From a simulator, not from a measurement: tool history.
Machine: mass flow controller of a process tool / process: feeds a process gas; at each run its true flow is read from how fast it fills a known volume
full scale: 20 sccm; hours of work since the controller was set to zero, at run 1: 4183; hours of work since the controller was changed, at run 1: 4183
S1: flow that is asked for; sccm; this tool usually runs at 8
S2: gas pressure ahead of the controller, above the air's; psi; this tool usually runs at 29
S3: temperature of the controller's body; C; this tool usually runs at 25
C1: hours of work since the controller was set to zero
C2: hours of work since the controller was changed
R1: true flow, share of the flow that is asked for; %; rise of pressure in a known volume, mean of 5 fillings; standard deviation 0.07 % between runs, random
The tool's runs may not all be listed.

run,hour,S1,S2,S3,C1,C2,R1
1,0,8,29,25,4183,4183,98.39
2,230.6,8,29,25,4313,4313,98.49
3,694.8,8,29,25,4577,4577,98.51
4,894.4,8,29,25,4690,4690,98.38
5,1180.6,8,29,25,4852,4852,98.42
6,1572.4,8,29,25,5075,5075,98.41
7,1777.8,8,29,25,5191,5191,98.43
8,1969.2,19,29,25,5300,5300,99.81
# hour 2198.9: controller exchanged for a calibrated one
9,2261,19,29,25,35,35,99.89
10,2461.6,18,29,25,149,149,99.84
11,2779.8,18,29,25,330,330,99.71
12,3120,18,29,25,523,523,99.65
13,3326.4,18,29,25,640,640,99.69
14,3705.9,18,29,25,855,855,99.79
15,4062.7,18,29,25,1057,1057,99.81
16,4269.2,8,29,25,1174,1174,98.38
17,4496.4,5,29,25,1303,1303,98.05
18,4846.2,5,29,25,1502,1502,98.01
19,5297,5,29,25,1757,1757,98.01
20,5492.1,5,29,25,1868,1868,98.04
21,5939.3,5,29,34,2122,2122,98.96
22,6162.2,5,29,34,2248,2248,99.13

What does the tool deliver on the next run?
23,6369.1,8,29,37,2366,2366,?

Run 23 gave R1 100.03 %.
Without the tool's hidden state the same run would have given R1 100.01 %.

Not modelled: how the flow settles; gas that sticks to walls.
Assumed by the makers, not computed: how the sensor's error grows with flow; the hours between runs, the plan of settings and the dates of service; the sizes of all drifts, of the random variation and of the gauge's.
